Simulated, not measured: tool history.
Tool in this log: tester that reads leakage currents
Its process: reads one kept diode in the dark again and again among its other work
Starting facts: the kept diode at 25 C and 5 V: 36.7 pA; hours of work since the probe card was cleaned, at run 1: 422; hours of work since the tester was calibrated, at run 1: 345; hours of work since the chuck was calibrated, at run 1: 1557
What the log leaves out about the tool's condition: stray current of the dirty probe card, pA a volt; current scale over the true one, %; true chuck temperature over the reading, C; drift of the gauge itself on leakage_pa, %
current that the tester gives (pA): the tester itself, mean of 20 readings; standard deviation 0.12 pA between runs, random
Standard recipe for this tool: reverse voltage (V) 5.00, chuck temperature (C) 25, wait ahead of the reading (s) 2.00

run	day	reverse voltage (V)	chuck temperature (C)	wait ahead of the reading (s)	hours of work since the probe card was cleaned	hours of work since the tester was calibrated	hours of work since the chuck was calibrated	current that the tester gives (pA)
1	0.000	5.00	25	2.00	422	345	1557	35.18
2	1.546	5.00	25	2.00	437	360	1573	35.40
3	3.867	5.00	25	2.00	461	384	1596	35.50
4	5.812	5.00	25	2.00	480	403	1616	35.51
5	6.992	5.00	25	0.55	492	415	1628	37.29
6	9.004	5.00	25	0.55	513	436	1648	37.41
7	11.288	5.00	53	0.55	536	459	1671	259.36
8	12.842	5.00	53	0.55	552	474	1687	261.92
9	14.388	5.00	53	0.55	567	490	1703	259.13
10	15.925	5.00	53	0.55	583	506	1718	261.19
11	17.821	5.00	53	0.55	602	525	1738	260.36
12	19.388	5.00	53	0.55	618	541	1753	259.30
# day 19.650: probe card cleaned and baked
13	20.796	5.00	53	0.55	12	554	1766	260.32
14	22.629	5.00	53	0.55	30	572	1785	259.53
15	24.375	5.00	25	2.00	48	590	1803	36.49
16	26.446	5.00	25	2.00	69	611	1824	36.52
# day 27.842: probe card cleaned and baked, once more
17	28.742	5.00	25	2.00	9	633	1845	32.44
18	30.829	5.00	25	2.00	30	654	1867	32.28
19	33.046	5.00	25	2.00	53	676	1889	32.40
20	34.917	8.26	25	2.00	72	695	1908	40.02
21	36.800	5.00	25	7.68	91	714	1927	31.90
22	39.142	5.00	25	7.68	114	738	1951	32.16
23	40.812	15.96	25	4.01	131	755	1968	52.02
24	42.283	15.96	25	4.01	146	770	1982	52.24
25	44.508	1.83	23	4.01	169	792	2005	18.46
26	46.671	6.26	25	3.06	190	814	2027	35.66
27	49.062	6.26	25	3.06	215	838	2051	35.83
28	50.938	1.39	33	1.47	234	857	2070	36.63
29	52.646	1.17	57	1.53	251	875	2087	187.80
30	54.583	5.00	22	2.00	271	894	2107	26.14
31	56.796	2.25	29	0.43	293	917	2129	33.24
32	59.192	7.90	24	2.00	317	941	2153	37.59
33	60.988	10.47	24	0.99	335	959	2172	44.13

Predict the results of run 34:
34	63.150	10.47	24	0.99	357	981	2194	?

Run 34 gave current that the tester gives (pA) 44.16.
On a tool with no hidden condition, and with the same random variation, this run would have come out at current that the tester gives (pA) 47.67.
